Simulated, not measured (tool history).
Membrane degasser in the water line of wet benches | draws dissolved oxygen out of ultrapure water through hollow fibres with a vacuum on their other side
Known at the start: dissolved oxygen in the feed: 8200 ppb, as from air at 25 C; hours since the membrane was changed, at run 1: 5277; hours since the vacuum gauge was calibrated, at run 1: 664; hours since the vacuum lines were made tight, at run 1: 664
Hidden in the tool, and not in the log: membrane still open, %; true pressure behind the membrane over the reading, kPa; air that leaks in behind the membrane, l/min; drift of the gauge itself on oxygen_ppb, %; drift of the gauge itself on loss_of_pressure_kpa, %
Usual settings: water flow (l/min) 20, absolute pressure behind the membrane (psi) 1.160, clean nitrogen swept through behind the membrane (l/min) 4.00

run      day  water flow (l/min)  absolute pressure behind the membrane (psi)  clean nitrogen swept through behind the membrane (l/min)  hours since the membrane was changed  hours since the vacuum gauge was calibrated  hours since the vacuum lines were made tight  dissolved oxygen in the water behind the degasser (ppb)  pressure that the water loses in the fibres (psi)
  1    0.000                  20                                        1.160                                                      4.00                                  5277                                          664                                           664                                                     62.2                                              4.879
  2    4.333                  20                                        1.160                                                      4.00                                  5381                                          768                                           768                                                     61.7                                              4.910
  3    9.571                  20                                        1.160                                                      4.00                                  5506                                          894                                           894                                                     63.5                                              4.917
  4   11.946                  20                                        2.196                                                      4.00                                  5563                                          951                                           951                                                    149.0                                              4.921
  5   14.804                  20                                        2.196                                                      4.00                                  5632                                         1020                                          1020                                                    145.7                                              4.937
  6   20.446                  20                                        2.196                                                      4.00                                  5767                                         1155                                          1155                                                    149.2                                              4.878
  7   24.804                  20                                        1.160                                                      2.39                                  5872                                         1260                                          1260                                                    101.2                                              4.902
  8   29.846                  20                                        1.160                                                      2.39                                  5993                                         1381                                          1381                                                    101.2                                              4.923
  9   34.179                  20                                        0.730                                                      4.00                                  6097                                         1485                                          1485                                                     26.8                                              4.917
 10   37.825                  20                                        0.730                                                      4.00                                  6184                                         1572                                          1572                                                     27.0                                              4.860
 11   40.446                  20                                        0.730                                                      4.00                                  6247                                         1635                                          1635                                                     27.3                                              4.953
 12   43.088                  20                                        1.160                                                      4.00                                  6311                                         1698                                          1698                                                     64.0                                              4.908
 13   46.812                  20                                        1.160                                                      4.00                                  6400                                         1788                                          1788                                                     61.8                                              4.872
 14   50.583                  20                                        1.160                                                      4.00                                  6491                                         1878                                          1878                                                     62.4                                              4.944
 15   53.267                  20                                        1.160                                                      4.00                                  6555                                         1943                                          1943                                                     63.5                                              4.943
 16   57.792                  20                                        1.160                                                      4.00                                  6664                                         2051                                          2051                                                     63.5                                              4.888
 17   60.483                  25                                        1.262                                                      9.95                                  6728                                         2116                                          2116                                                     45.3                                              6.147
 18   65.292                  12                                        1.946                                                      7.56                                  6844                                         2231                                          2231                                                     41.7                                              2.982
 19   68.246                  12                                        1.946                                                      7.56                                  6915                                         2302                                          2302                                                     42.6                                              2.946
 20   71.442                  20                                        0.975                                                      4.00                                  6991                                         2379                                          2379                                                     47.9                                              4.924
 21   76.892                  19                                        0.876                                                      2.57                                  7122                                         2510                                          2510                                                     55.6                                              4.706
 22   81.946                  19                                        0.876                                                      2.57                                  7243                                         2631                                          2631                                                     55.6                                              4.656
 23   84.300                  12                                        1.635                                                      8.64                                  7300                                         2688                                          2688                                                     28.8                                              2.962
 24   89.421                  20                                        1.160                                                      5.11                                  7423                                         2811                                          2811                                                     51.0                                              4.925
 25   92.683                  16                                        1.582                                                      7.67                                  7501                                         2889                                          2889                                                     42.4                                              4.007
 26   96.246                  17                                        0.770                                                      7.67                                  7586                                         2974                                          2974                                                     14.3                                              4.231
 27  100.379                  20                                        1.249                                                      6.46                                  7686                                         3073                                          3073                                                     47.1                                              4.912
 28  105.962                  24                                        0.962                                                      4.65                                  7820                                         3208                                          3208                                                     52.8                                              5.955
 29  108.762                  24                                        0.962                                                      4.65                                  7887                                         3275                                          3275                                                     53.6                                              5.910
 30  113.654                  24                                        0.962                                                      4.65                                  8004                                         3392                                          3392                                                     53.0                                              5.965
 31  118.342                  26                                        1.160                                                      3.17                                  8117                                         3505                                          3505                                                    108.7                                              6.469
 32  122.500                  26                                        1.160                                                      3.17                                  8217                                         3604                                          3604                                                    108.6                                              6.415

Forecast each of these 3 alternatives for the next run:
  A  127.429                  13                                        1.160                                                      8.57                                  8335                                         3723                                          3723                                                        ?                                                  ?
  B  127.429                  21                                        0.944                                                      4.00                                  8335                                         3723                                          3723                                                        ?                                                  ?
  C  127.429                  17                                        0.875                                                      1.71                                  8335                                         3723                                          3723                                                        ?                                                  ?

run  dissolved oxygen in the water behind the degasser (ppb)  pressure that the water loses in the fibres (psi)
  A                                                     19.4                                              3.234
  B                                                     49.4                                              5.150
  C                                                     71.6                                              4.186
Without the tool's hidden state the same runs would have given:
run  dissolved oxygen in the water behind the degasser (ppb)  pressure that the water loses in the fibres (psi)
  A                                                     18.4                                              3.152
  B                                                     46.0                                              5.017
  C                                                     66.8                                              4.078
